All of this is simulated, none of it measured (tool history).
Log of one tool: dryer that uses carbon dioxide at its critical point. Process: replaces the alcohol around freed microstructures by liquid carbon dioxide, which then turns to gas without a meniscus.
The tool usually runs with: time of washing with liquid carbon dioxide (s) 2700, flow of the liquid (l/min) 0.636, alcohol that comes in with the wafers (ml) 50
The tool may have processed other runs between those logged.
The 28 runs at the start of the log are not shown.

| run | hour | time of washing with liquid carbon dioxide (s) | flow of the liquid (l/min) | alcohol that comes in with the wafers (ml) | alcohol left in the vessel before it's heated (ppm by volume) |
|---|---|---|---|---|---|
| 29 | 419.4 | 2700 | 0.485 | 91 | 610 |
| 30 | 430.6 | 2160 | 0.48 | 24 | 367 |
| 31 | 439.3 | 1800 | 0.697 | 24 | 189 |
| 32 | 454.4 | 2400 | 0.697 | 21 | 72 |
| 33 | 473.5 | 1680 | 0.947 | 29 | 99 |
| 34 | 486.9 | 1860 | 0.506 | 88 | 1633 |
| 35 | 498.5 | 1860 | 0.506 | 88 | 1662 |
| 36 | 516 | 1860 | 0.506 | 88 | 1645 |
| 37 | 537.2 | 2700 | 0.537 | 51 | 260 |
| 38 | 552.4 | 3240 | 0.692 | 37 | 58 |
| 39 | 561.8 | 3240 | 0.692 | 53 | 61 |
| 40 | 578.2 | 2460 | 0.636 | 82 | 293 |
| 41 | 587 | 3840 | 0.636 | 56 | 52 |
| 42 | 600.8 | 3840 | 0.636 | 56 | 53 |
| 43 | 612 | 1920 | 0.384 | 50 | 1753 |
| 44 | 628 | 4140 | 0.55 | 50 | 61 |
|  | 643.6 | inlet filter changed |
| 45 | 643.9 | 3600 | 0.55 | 50 | 82 |
| 46 | 654.9 | 3120 | 0.518 | 72 | 211 |
| 47 | 666.6 | 3960 | 0.499 | 101 | 116 |

Alternative continuations, all from the tool just after run 47; predict every row:
| A | 685.5 | 3960 | 0.807 | 101 | ? |
| B | 685.5 | 3960 | 0.499 | 77 | ? |
| C | 685.5 | 2520 | 0.636 | 39 | ? |
| D | 685.5 | 4200 | 0.499 | 101 | ? |

| run | alcohol left in the vessel before it's heated (ppm by volume) |
|---|---|
| A | 46 |
| B | 110 |
| C | 138 |
| D | 102 |
Stripped of hidden state, with their random variation kept, the same runs would have yielded:
| run | alcohol left in the vessel before it's heated (ppm by volume) |
|---|---|
| A | 7 |
| B | 69 |
| C | 97 |
| D | 62 |

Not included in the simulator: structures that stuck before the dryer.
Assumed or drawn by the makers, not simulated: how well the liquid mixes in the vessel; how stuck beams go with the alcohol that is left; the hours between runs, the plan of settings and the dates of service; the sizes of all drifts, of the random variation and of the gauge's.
